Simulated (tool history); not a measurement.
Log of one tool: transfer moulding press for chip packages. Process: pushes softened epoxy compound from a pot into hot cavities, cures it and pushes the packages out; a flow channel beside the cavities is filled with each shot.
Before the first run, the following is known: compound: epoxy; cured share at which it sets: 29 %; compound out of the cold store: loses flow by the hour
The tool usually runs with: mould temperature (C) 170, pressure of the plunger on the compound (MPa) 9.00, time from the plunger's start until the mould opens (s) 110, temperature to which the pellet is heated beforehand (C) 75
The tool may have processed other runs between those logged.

run,day,mould temperature (C),pressure of the plunger on the compound (MPa),time from the plunger's start until the mould opens (s),temperature to which the pellet is heated beforehand (C),incoming compound's hours out of the cold store,length that the compound runs in the flow channel (mm),greatest force on the pins that push the packages out (N)
1,0.000,170,9.00,110,75,17.0,575,298
2,0.867,170,9.00,110,75,45.5,472,323
3,2.675,170,9.00,110,75,16.6,581,401
# day 3.325: cavities cleaned with cleaning compound and waxed
4,3.975,170,9.00,110,75,39.4,495,258
# day 4.833: plunger's sealing rings changed
5,5.429,170,9.00,110,75,33.6,534,321
6,7.388,170,9.00,110,75,31.8,543,397
# day 8.262: cavities cleaned with cleaning compound and waxed
7,9.508,170,9.00,110,75,30.5,545,286
8,10.750,170,9.00,110,75,43.9,497,349
9,12.646,170,9.00,110,75,16.0,602,427
# day 13.142: cavities cleaned with cleaning compound and waxed
10,13.892,173,9.00,110,75,44.8,486,230
11,14.975,163,7.85,145,71,37.3,495,292
12,16.996,163,7.85,145,71,11.9,588,374
# day 17.904: cavities cleaned with cleaning compound and waxed
13,18.617,170,9.00,124,75,45.8,488,226
14,20.308,162,7.70,110,75,27.4,523,577
15,21.762,162,7.70,110,75,22.8,540,692
# day 22.788: cavities cleaned with cleaning compound and waxed
16,23.567,162,7.70,110,75,42.6,471,444
17,25.146,162,7.70,110,75,29.2,514,586
18,26.492,170,7.05,147,75,18.0,508,310

For run 19, what comes out?
# day 27.646: cavities cleaned with cleaning compound and waxed
19,28.171,164,7.05,147,75,36.7,?,?

{"run 19": {"length that the compound runs in the flow channel (mm)": 457, "greatest force on the pins that push the packages out (N)": 228}}
Take away the tool's hidden state, keep the run-to-run variation as it was, and the same run would have given length that the compound runs in the flow channel (mm) 473, greatest force on the pins that push the packages out (N) 193.
